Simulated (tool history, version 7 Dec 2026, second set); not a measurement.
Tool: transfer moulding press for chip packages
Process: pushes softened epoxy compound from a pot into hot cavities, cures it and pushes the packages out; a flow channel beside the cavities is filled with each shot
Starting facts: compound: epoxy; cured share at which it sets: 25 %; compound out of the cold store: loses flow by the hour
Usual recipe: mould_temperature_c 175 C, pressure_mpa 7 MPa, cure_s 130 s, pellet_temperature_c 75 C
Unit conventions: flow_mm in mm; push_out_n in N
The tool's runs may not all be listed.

run	hour	mould_temperature_c	pressure_mpa	cure_s	pellet_temperature_c	incoming compound's hours out of the cold store	flow_mm	push_out_n
1	0	175	7	130	75	40	525	382
2	35.3	175	7	130	70	15.3	598	451
# hour 56.6: cavities cleaned with cleaning compound and waxed
3	61.3	175	7	130	70	45.8	510	350
4	92	175	7	130	70	21	573	415
5	120.6	175	5.43	130	70	26.2	488	456
# hour 132.3: cavities cleaned with cleaning compound and waxed
6	158	168	5.43	130	70	28.3	499	528
7	186.3	175	6.51	130	75	37.8	501	433
# hour 207: cavities cleaned with cleaning compound and waxed
8	218.8	175	5.52	130	75	20	506	365
9	250.7	170	7.94	131	72	22.5	606	533
# hour 282.2: cavities cleaned with cleaning compound and waxed
10	283.7	181	8.52	130	75	24.5	589	326
# hour 298.7: plunger's sealing rings changed
11	301.9	167	6.81	113	68	25.9	630	744
12	320.4	174	7	130	75	30.2	596	420
13	356.1	174	7	130	75	23	616	473
# hour 360.1: cavities cleaned with cleaning compound and waxed
14	389.1	171	7	162	75	34.8	576	386
15	418.5	175	7	131	67	30.2	577	448
# hour 436.8: cavities cleaned with cleaning compound and waxed
16	437.1	175	7	131	67	28.4	584	371

Some steps in flow_mm between neighbouring runs. How much of each would the tool show without its hidden state too (settings, what came in, random variation), and how much is left for the hidden state, with any gauge scatter that isn't in both results?
The tool's hidden condition here consists of: true mould temperature over the reading, C; pressure that reaches the compound, % of what is set; grip of the stained cavities, % over clean ones'; drift of the gauge itself on flow_mm, %; drift of the gauge itself on push_out_n, %.
Run 8 -> 9: mould_temperature_c 175 -> 170, pressure_mpa 5.52 -> 7.94, cure_s 130 -> 131, pellet_temperature_c 75 -> 72. flow_mm +100 mm: hidden state -13, all else +113.
Run 10 -> 11: mould_temperature_c 181 -> 167, pressure_mpa 8.52 -> 6.81, cure_s 130 -> 113, pellet_temperature_c 75 -> 68, plunger's sealing rings changed. flow_mm +41 mm: hidden state +64, all else -23.
